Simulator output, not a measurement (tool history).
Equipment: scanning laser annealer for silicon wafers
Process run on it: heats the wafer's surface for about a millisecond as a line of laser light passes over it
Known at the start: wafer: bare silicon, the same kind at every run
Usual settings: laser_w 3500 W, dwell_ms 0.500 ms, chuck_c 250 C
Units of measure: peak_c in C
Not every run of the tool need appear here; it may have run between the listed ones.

| run | day | laser_w | dwell_ms | chuck_c | peak_c |
|---|---|---|---|---|---|
| 1 | 0.000 | 3500 | 0.500 | 250 | 933 |
| 2 | 1.604 | 3500 | 0.430 | 250 | 884 |
| 3 | 3.633 | 3500 | 0.430 | 250 | 881 |
| 4 | 6.500 | 3009 | 0.500 | 250 | 819 |
| 5 | 9.450 | 3500 | 0.500 | 250 | 926 |
| 6 | 11.996 | 3804 | 0.500 | 250 | 988 |
| 7 | 14.883 | 3804 | 0.500 | 250 | 987 |
| 8 | 18.171 | 3743 | 0.500 | 250 | 971 |
| 9 | 21.208 | 3500 | 0.500 | 250 | 914 |
| 10 | 22.867 | 3500 | 0.500 | 250 | 906 |
| 11 | 25.600 | 3500 | 0.500 | 273 | 927 |
|  | 26.017 | window over the wafer cleaned |
|  | 26.512 | optics aligned, line set to its width |
| 12 | 27.438 | 3500 | 0.573 | 250 | 1005 |
|  | 27.775 | laser's power meter calibrated |
| 13 | 29.129 | 3500 | 0.573 | 250 | 1000 |
| 14 | 30.650 | 3654 | 0.582 | 245 | 1037 |
| 15 | 32.421 | 3606 | 0.500 | 289 | 1013 |
|  | 34.454 | laser's power meter calibrated, once more |
| 16 | 35.638 | 3500 | 0.500 | 234 | 939 |
| 17 | 37.579 | 3834 | 0.434 | 234 | 960 |
| 18 | 39.612 | 3674 | 0.500 | 254 | 994 |
| 19 | 42.971 | 3500 | 0.579 | 250 | 995 |
| 20 | 46.275 | 3283 | 0.437 | 228 | 832 |
| 21 | 48.975 | 3283 | 0.437 | 228 | 826 |
| 22 | 51.038 | 3283 | 0.437 | 228 | 827 |
| 23 | 53.792 | 3440 | 0.545 | 288 | 983 |
| 24 | 55.292 | 3440 | 0.545 | 288 | 980 |
| 25 | 57.383 | 3440 | 0.545 | 288 | 979 |

Predict each of these 5 candidate next runs independently; none follows another, all start after run 25:
| A | 59.608 | 3440 | 0.362 | 221 | ? |
| B | 59.608 | 3440 | 0.407 | 276 | ? |
| C | 59.608 | 3440 | 0.433 | 288 | ? |
| D | 59.608 | 3440 | 0.432 | 254 | ? |
| E | 59.608 | 3500 | 0.522 | 229 | ? |

| run | peak_c |
|---|---|
| A | 792 |
| B | 877 |
| C | 904 |
| D | 874 |
| E | 920 |
Take away the tool's hidden state, keep each run's random variation, and the runs would have read:
| run | peak_c |
|---|---|
| A | 824 |
| B | 911 |
| C | 939 |
| D | 910 |
| E | 959 |
